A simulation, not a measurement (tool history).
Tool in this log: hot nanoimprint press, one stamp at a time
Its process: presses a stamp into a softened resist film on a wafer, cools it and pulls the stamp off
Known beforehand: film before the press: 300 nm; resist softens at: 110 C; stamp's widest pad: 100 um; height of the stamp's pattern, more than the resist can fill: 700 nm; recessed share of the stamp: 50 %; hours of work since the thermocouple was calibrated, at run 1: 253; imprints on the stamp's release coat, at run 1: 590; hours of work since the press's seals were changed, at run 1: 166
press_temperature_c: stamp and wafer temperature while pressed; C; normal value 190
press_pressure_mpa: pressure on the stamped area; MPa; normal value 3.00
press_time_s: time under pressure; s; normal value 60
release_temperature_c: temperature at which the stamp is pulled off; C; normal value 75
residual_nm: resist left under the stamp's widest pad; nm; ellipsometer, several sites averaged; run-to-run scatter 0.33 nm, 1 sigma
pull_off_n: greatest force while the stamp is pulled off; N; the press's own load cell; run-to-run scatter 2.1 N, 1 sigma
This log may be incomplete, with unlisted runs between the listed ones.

| run | hour | press_temperature_c | press_pressure_mpa | press_time_s | release_temperature_c | hours of work since the thermocouple was calibrated | imprints on the stamp's release coat | hours of work since the press's seals were changed | residual_nm | pull_off_n |
|---|---|---|---|---|---|---|---|---|---|---|
| 1 | 0.0 | 190 | 3.00 | 60 | 75 | 253 | 590 | 166 | 148.1 | 94 |
|  | 16.5 | plate thermocouple calibrated |
| 2 | 21.7 | 190 | 3.00 | 60 | 61 | 2 | 650 | 175 | 148.2 | 105 |
| 3 | 33.3 | 190 | 3.00 | 60 | 61 | 8 | 688 | 181 | 147.7 | 100 |
| 4 | 51.3 | 190 | 3.00 | 60 | 61 | 16 | 746 | 189 | 147.8 | 102 |
| 5 | 62.2 | 190 | 3.00 | 49 | 61 | 22 | 782 | 194 | 157.1 | 104 |
| 6 | 71.3 | 190 | 3.00 | 49 | 61 | 26 | 811 | 199 | 157.3 | 109 |
| 7 | 88.8 | 190 | 3.00 | 60 | 75 | 34 | 868 | 207 | 148.1 | 98 |
| 8 | 100.7 | 187 | 3.00 | 60 | 75 | 40 | 907 | 213 | 158.2 | 91 |
| 9 | 116.6 | 187 | 3.00 | 60 | 75 | 47 | 958 | 220 | 158.6 | 95 |
| 10 | 127.0 | 190 | 3.00 | 60 | 75 | 52 | 992 | 225 | 147.4 | 93 |
| 11 | 136.0 | 190 | 3.00 | 60 | 75 | 57 | 1021 | 229 | 147.6 | 94 |
| 12 | 146.8 | 197 | 3.00 | 60 | 75 | 62 | 1056 | 234 | 126.4 | 94 |
| 13 | 157.5 | 197 | 3.00 | 60 | 75 | 67 | 1091 | 240 | 126.5 | 91 |
| 14 | 172.1 | 197 | 3.00 | 60 | 75 | 74 | 1138 | 246 | 127.0 | 93 |
| 15 | 189.6 | 186 | 3.00 | 60 | 75 | 82 | 1195 | 255 | 162.0 | 93 |
| 16 | 198.0 | 190 | 2.41 | 43 | 75 | 86 | 1222 | 259 | 183.4 | 91 |
| 17 | 216.4 | 190 | 3.00 | 57 | 76 | 95 | 1282 | 267 | 150.3 | 88 |
| 18 | 235.1 | 190 | 1.84 | 32 | 71 | 103 | 1342 | 276 | 219.7 | 98 |
| 19 | 245.5 | 189 | 2.28 | 51 | 68 | 108 | 1376 | 281 | 183.0 | 100 |
|  | 258.3 | stamp cleaned and given a new release coat |
| 20 | 269.8 | 197 | 2.97 | 34 | 63 | 117 | 38 | 290 | 152.3 | 99 |
| 21 | 278.1 | 195 | 4.30 | 35 | 68 | 121 | 65 | 294 | 128.3 | 100 |
| 22 | 287.7 | 195 | 4.30 | 35 | 68 | 126 | 96 | 298 | 127.9 | 96 |
| 23 | 298.1 | 195 | 4.30 | 35 | 68 | 130 | 129 | 303 | 127.7 | 96 |
| 24 | 311.7 | 195 | 4.30 | 35 | 68 | 137 | 173 | 310 | 128.0 | 97 |
| 25 | 320.4 | 191 | 4.39 | 75 | 82 | 141 | 202 | 314 | 108.1 | 88 |
| 26 | 332.6 | 200 | 2.01 | 85 | 73 | 147 | 241 | 320 | 133.4 | 97 |
| 27 | 344.7 | 192 | 2.98 | 85 | 73 | 152 | 280 | 325 | 127.4 | 90 |
| 28 | 361.8 | 192 | 2.19 | 86 | 73 | 161 | 336 | 333 | 150.4 | 97 |
| 29 | 379.8 | 184 | 3.00 | 60 | 75 | 169 | 394 | 342 | 169.6 | 91 |
| 30 | 387.8 | 182 | 3.00 | 92 | 75 | 173 | 420 | 346 | 157.3 | 93 |

Predict each of these 4 candidate next runs independently; none follows another, all start after run 30:
| A | 398.7 | 190 | 2.94 | 60 | 79 | 178 | 455 | 351 | ? | ? |
| B | 398.7 | 198 | 3.18 | 60 | 77 | 178 | 455 | 351 | ? | ? |
| C | 398.7 | 190 | 1.81 | 60 | 75 | 178 | 455 | 351 | ? | ? |
| D | 398.7 | 190 | 4.10 | 107 | 75 | 178 | 455 | 351 | ? | ? |

| run | residual_nm | pull_off_n |
|---|---|---|
| A | 149.3 | 88 |
| B | 119.5 | 87 |
| C | 190.9 | 89 |
| D | 101.8 | 90 |
Had the tool no hidden state, the same runs would have come out as:
| run | residual_nm | pull_off_n |
|---|---|---|
| A | 149.3 | 88 |
| B | 119.5 | 86 |
| C | 190.9 | 89 |
| D | 101.8 | 89 |
